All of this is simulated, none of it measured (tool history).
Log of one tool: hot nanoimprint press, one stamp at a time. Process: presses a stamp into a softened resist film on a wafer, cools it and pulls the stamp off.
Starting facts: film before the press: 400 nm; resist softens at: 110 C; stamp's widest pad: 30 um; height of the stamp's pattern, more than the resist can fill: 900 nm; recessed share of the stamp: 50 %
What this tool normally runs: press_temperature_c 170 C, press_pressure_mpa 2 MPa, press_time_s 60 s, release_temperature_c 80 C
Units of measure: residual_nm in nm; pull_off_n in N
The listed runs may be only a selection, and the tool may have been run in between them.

run 1 hour=0 | press_temperature_c=170 press_pressure_mpa=2 press_time_s=60 release_temperature_c=80 | residual_nm=159.1 pull_off_n=315
-- hour=15 stamp cleaned and given a new release coat
run 2 hour=15 | press_temperature_c=170 press_pressure_mpa=2 press_time_s=60 release_temperature_c=80 | residual_nm=159.7 pull_off_n=216
run 3 hour=22.1 | press_temperature_c=170 press_pressure_mpa=2 press_time_s=60 release_temperature_c=80 | residual_nm=159.3 pull_off_n=217
run 4 hour=32.6 | press_temperature_c=170 press_pressure_mpa=2 press_time_s=60 release_temperature_c=80 | residual_nm=159.7 pull_off_n=218
run 5 hour=40.3 | press_temperature_c=170 press_pressure_mpa=2 press_time_s=60 release_temperature_c=80 | residual_nm=159.7 pull_off_n=223
run 6 hour=49.9 | press_temperature_c=170 press_pressure_mpa=2 press_time_s=60 release_temperature_c=80 | residual_nm=159.3 pull_off_n=222
run 7 hour=60 | press_temperature_c=170 press_pressure_mpa=2 press_time_s=60 release_temperature_c=80 | residual_nm=158.9 pull_off_n=220
run 8 hour=68 | press_temperature_c=170 press_pressure_mpa=2 press_time_s=60 release_temperature_c=80 | residual_nm=159 pull_off_n=217
run 9 hour=73.2 | press_temperature_c=170 press_pressure_mpa=2 press_time_s=60 release_temperature_c=80 | residual_nm=159.4 pull_off_n=218
run 10 hour=82 | press_temperature_c=170 press_pressure_mpa=2 press_time_s=47 release_temperature_c=80 | residual_nm=174.1 pull_off_n=222
run 11 hour=87.9 | press_temperature_c=170 press_pressure_mpa=2.03 press_time_s=60 release_temperature_c=80 | residual_nm=158.3 pull_off_n=223
run 12 hour=95.8 | press_temperature_c=170 press_pressure_mpa=2.03 press_time_s=60 release_temperature_c=80 | residual_nm=157.6 pull_off_n=220
run 13 hour=102.3 | press_temperature_c=170 press_pressure_mpa=2.03 press_time_s=60 release_temperature_c=80 | residual_nm=158.1 pull_off_n=222
run 14 hour=108.3 | press_temperature_c=170 press_pressure_mpa=2.03 press_time_s=60 release_temperature_c=80 | residual_nm=158.2 pull_off_n=227
run 15 hour=114.1 | press_temperature_c=170 press_pressure_mpa=2.03 press_time_s=60 release_temperature_c=80 | residual_nm=157.8 pull_off_n=235
run 16 hour=120.6 | press_temperature_c=170 press_pressure_mpa=2.03 press_time_s=60 release_temperature_c=80 | residual_nm=157.6 pull_off_n=222
run 17 hour=125 | press_temperature_c=170 press_pressure_mpa=1.36 press_time_s=31 release_temperature_c=83 | residual_nm=238.6 pull_off_n=213
run 18 hour=134.1 | press_temperature_c=178 press_pressure_mpa=2.14 press_time_s=117 release_temperature_c=83 | residual_nm=90.3 pull_off_n=221
run 19 hour=138.5 | press_temperature_c=178 press_pressure_mpa=2.14 press_time_s=117 release_temperature_c=83 | residual_nm=90 pull_off_n=220
run 20 hour=144.1 | press_temperature_c=170 press_pressure_mpa=2 press_time_s=39 release_temperature_c=77 | residual_nm=186.3 pull_off_n=243
run 21 hour=150.2 | press_temperature_c=180 press_pressure_mpa=2 press_time_s=60 release_temperature_c=68 | residual_nm=114.9 pull_off_n=282
run 22 hour=158.7 | press_temperature_c=159 press_pressure_mpa=2 press_time_s=60 release_temperature_c=69 | residual_nm=233.1 pull_off_n=273
run 23 hour=165.8 | press_temperature_c=159 press_pressure_mpa=2 press_time_s=60 release_temperature_c=69 | residual_nm=232.6 pull_off_n=278
run 24 hour=174.7 | press_temperature_c=172 press_pressure_mpa=1.28 press_time_s=72 release_temperature_c=69 | residual_nm=174.1 pull_off_n=282
run 25 hour=179.6 | press_temperature_c=168 press_pressure_mpa=2.66 press_time_s=60 release_temperature_c=84 | residual_nm=146.9 pull_off_n=218
run 26 hour=186.2 | press_temperature_c=170 press_pressure_mpa=2 press_time_s=38 release_temperature_c=84 | residual_nm=186.9 pull_off_n=213
run 27 hour=194.8 | press_temperature_c=159 press_pressure_mpa=2 press_time_s=78 release_temperature_c=81 | residual_nm=215.4 pull_off_n=238
run 28 hour=200.3 | press_temperature_c=159 press_pressure_mpa=2 press_time_s=78 release_temperature_c=81 | residual_nm=214.9 pull_off_n=237
run 29 hour=210.9 | press_temperature_c=172 press_pressure_mpa=2 press_time_s=118 release_temperature_c=80 | residual_nm=114 pull_off_n=235
run 30 hour=218.9 | press_temperature_c=172 press_pressure_mpa=2 press_time_s=60 release_temperature_c=68 | residual_nm=147.9 pull_off_n=291

What if the next run were any one of these 4? Each begins from the tool's condition after run 30:
run A hour=228.4 | press_temperature_c=170 press_pressure_mpa=2.33 press_time_s=66 release_temperature_c=65 | residual_nm=? pull_off_n=?
run B hour=228.4 | press_temperature_c=167 press_pressure_mpa=2 press_time_s=60 release_temperature_c=82 | residual_nm=? pull_off_n=?
run C hour=228.4 | press_temperature_c=172 press_pressure_mpa=1.68 press_time_s=60 release_temperature_c=68 | residual_nm=? pull_off_n=?
run D hour=228.4 | press_temperature_c=172 press_pressure_mpa=2.85 press_time_s=43 release_temperature_c=75 | residual_nm=? pull_off_n=?

run=A residual_nm=142.1 pull_off_n=309
run=B residual_nm=176.1 pull_off_n=226
run=C residual_nm=162.2 pull_off_n=298
run=D residual_nm=140 pull_off_n=264
What these runs would have given with no unlogged condition in the tool:
run=A residual_nm=143.8 pull_off_n=277
run=B residual_nm=178.4 pull_off_n=203
run=C residual_nm=164.3 pull_off_n=267
run=D residual_nm=141.4 pull_off_n=237
